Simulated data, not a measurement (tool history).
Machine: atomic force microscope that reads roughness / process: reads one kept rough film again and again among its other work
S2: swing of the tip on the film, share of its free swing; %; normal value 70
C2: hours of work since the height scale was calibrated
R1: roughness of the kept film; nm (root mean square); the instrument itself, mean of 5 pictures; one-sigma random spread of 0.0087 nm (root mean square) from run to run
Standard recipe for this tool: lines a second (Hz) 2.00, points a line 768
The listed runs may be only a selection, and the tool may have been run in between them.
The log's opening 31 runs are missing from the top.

{"run": 32, "hour": 266.9, "lines a second (Hz)": 2.36, "S2": 84, "points a line": 448, "pictures with this tip": 87, "C2": 88, "R1": 1.516}
{"run": 33, "hour": 273.9, "lines a second (Hz)": 1.99, "S2": 59, "points a line": 364, "pictures with this tip": 96, "C2": 93, "R1": 1.636}
{"run": 34, "hour": 282.7, "lines a second (Hz)": 1.97, "S2": 81, "points a line": 696, "pictures with this tip": 107, "C2": 100, "R1": 1.551}
{"run": 35, "hour": 289.9, "lines a second (Hz)": 2.0, "S2": 59, "points a line": 793, "pictures with this tip": 116, "C2": 106, "R1": 1.612}
{"run": 36, "hour": 297.7, "lines a second (Hz)": 2.0, "S2": 57, "points a line": 768, "pictures with this tip": 125, "C2": 112, "R1": 1.596}
{"run": 37, "hour": 305.7, "lines a second (Hz)": 2.0, "S2": 65, "points a line": 668, "pictures with this tip": 135, "C2": 118, "R1": 1.565}
{"run": 38, "hour": 314.9, "lines a second (Hz)": 2.0, "S2": 77, "points a line": 768, "pictures with this tip": 147, "C2": 126, "R1": 1.49}
{"run": 39, "hour": 321.6, "lines a second (Hz)": 2.0, "S2": 77, "points a line": 774, "pictures with this tip": 155, "C2": 131, "R1": 1.46}
{"run": 40, "hour": 329.5, "lines a second (Hz)": 1.27, "S2": 70, "points a line": 426, "pictures with this tip": 165, "C2": 137, "R1": 1.496}
{"run": 41, "hour": 336.9, "lines a second (Hz)": 0.97, "S2": 86, "points a line": 890, "pictures with this tip": 174, "C2": 143, "R1": 1.444}
{"run": 42, "hour": 348.7, "lines a second (Hz)": 0.97, "S2": 82, "points a line": 569, "pictures with this tip": 188, "C2": 152, "R1": 1.421}
{"run": 43, "hour": 360.4, "lines a second (Hz)": 0.56, "S2": 70, "points a line": 871, "pictures with this tip": 203, "C2": 162, "R1": 1.455}
{"run": 44, "hour": 370.2, "lines a second (Hz)": 0.56, "S2": 70, "points a line": 871, "pictures with this tip": 215, "C2": 169, "R1": 1.431}
{"run": 45, "hour": 375.5, "lines a second (Hz)": 1.04, "S2": 84, "points a line": 543, "pictures with this tip": 221, "C2": 174, "R1": 1.365}
{"run": 46, "hour": 386.0, "lines a second (Hz)": 2.05, "S2": 65, "points a line": 359, "pictures with this tip": 234, "C2": 182, "R1": 1.339}
{"run": 47, "hour": 392.5, "lines a second (Hz)": 2.05, "S2": 65, "points a line": 629, "pictures with this tip": 242, "C2": 187, "R1": 1.361}
{"run": 48, "hour": 400.6, "lines a second (Hz)": 2.0, "S2": 62, "points a line": 826, "pictures with this tip": 252, "C2": 193, "R1": 1.338}
{"run": 49, "hour": 409.5, "lines a second (Hz)": 2.0, "S2": 87, "points a line": 961, "pictures with this tip": 263, "C2": 200, "R1": 1.207}
{"run": 50, "hour": 416.8, "lines a second (Hz)": 1.48, "S2": 64, "points a line": 762, "pictures with this tip": 272, "C2": 206, "R1": 1.316}
{"run": 51, "hour": 424.8, "lines a second (Hz)": 0.73, "S2": 89, "points a line": 272, "pictures with this tip": 282, "C2": 212, "R1": 1.24}
{"run": 52, "hour": 431.6, "lines a second (Hz)": 2.82, "S2": 75, "points a line": 256, "pictures with this tip": 291, "C2": 218, "R1": 1.169}
{"run": 53, "hour": 441.4, "lines a second (Hz)": 2.82, "S2": 75, "points a line": 256, "pictures with this tip": 303, "C2": 226, "R1": 1.138}
{"run": 54, "hour": 451.4, "lines a second (Hz)": 1.69, "S2": 59, "points a line": 295, "pictures with this tip": 315, "C2": 234, "R1": 1.235}

What if the next run were any one of these 3? Each begins from the tool's condition after run 54:
{"run": "A", "hour": 456.2, "lines a second (Hz)": 0.6, "S2": 80, "points a line": 316, "pictures with this tip": 321, "C2": 237, "R1": "?"}
{"run": "B", "hour": 456.2, "lines a second (Hz)": 1.29, "S2": 59, "points a line": 295, "pictures with this tip": 321, "C2": 237, "R1": "?"}
{"run": "C", "hour": 456.2, "lines a second (Hz)": 2.0, "S2": 66, "points a line": 507, "pictures with this tip": 321, "C2": 237, "R1": "?"}

run=A R1=1.214
run=B R1=1.220
run=C R1=1.223
The same runs, with their run-to-run variation unchanged, on a tool lacking any hidden condition would have given:
run=A R1=1.929
run=B R1=1.941
run=C R1=1.944
